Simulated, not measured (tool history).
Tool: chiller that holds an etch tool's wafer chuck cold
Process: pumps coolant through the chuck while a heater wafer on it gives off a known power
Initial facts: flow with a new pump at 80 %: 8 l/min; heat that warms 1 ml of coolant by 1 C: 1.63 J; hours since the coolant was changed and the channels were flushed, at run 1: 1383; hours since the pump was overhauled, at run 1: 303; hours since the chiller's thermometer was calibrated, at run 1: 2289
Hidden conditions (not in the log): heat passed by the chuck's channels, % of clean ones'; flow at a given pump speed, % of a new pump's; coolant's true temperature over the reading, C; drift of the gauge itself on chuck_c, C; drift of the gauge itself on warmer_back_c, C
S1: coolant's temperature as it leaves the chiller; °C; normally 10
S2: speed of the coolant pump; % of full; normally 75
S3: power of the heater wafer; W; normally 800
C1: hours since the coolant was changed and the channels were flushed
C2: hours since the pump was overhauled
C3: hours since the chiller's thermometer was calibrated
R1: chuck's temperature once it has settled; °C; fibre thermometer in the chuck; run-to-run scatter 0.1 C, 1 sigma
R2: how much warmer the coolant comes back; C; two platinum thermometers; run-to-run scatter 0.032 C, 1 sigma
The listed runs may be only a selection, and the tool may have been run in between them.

run	day	S1	S2	S3	C1	C2	C3	R1	R2
1	0.000	10	75	800	1383	303	2289	16.7	3.94
2	0.633	10	75	800	1398	318	2304	16.6	3.89
3	1.862	10	75	654	1427	348	2334	15.5	3.19
4	3.075	10	75	654	1456	377	2363	15.3	3.21
5	3.988	4	75	800	1478	399	2385	10.5	3.94
6	4.854	10	75	800	1499	420	2406	16.6	3.93
7	5.808	10	75	800	1522	443	2429	16.6	3.90
8	6.958	10	75	800	1550	470	2456	16.7	3.90
9	7.658	10	75	712	1566	487	2473	15.9	3.55
10	8.433	1	100	409	1585	506	2492	3.8	1.50
11	9.650	11	86	533	1614	535	2521	15.1	2.31
12	10.788	11	64	1014	1642	562	2548	20.5	5.79
13	11.729	18	75	778	1664	585	2571	24.5	3.83

5 options for the next run, each taken on its own from the tool as it stands now. Forecast them:
A	12.750	9	68	517	1689	609	2595	?	?
B	12.750	18	75	509	1689	609	2595	?	?
C	12.750	18	61	940	1689	609	2595	?	?
D	12.750	2	75	778	1689	609	2595	?	?
E	12.750	13	95	945	1689	609	2595	?	?

run	R1	R2
A	13.7	2.82
B	22.2	2.43
C	27.3	5.63
D	8.4	3.87
E	19.3	3.70
With no hidden state in the tool, these same runs would have given:
run	R1	R2
A	13.7	2.82
B	22.2	2.43
C	27.3	5.63
D	8.4	3.87
E	19.3	3.69
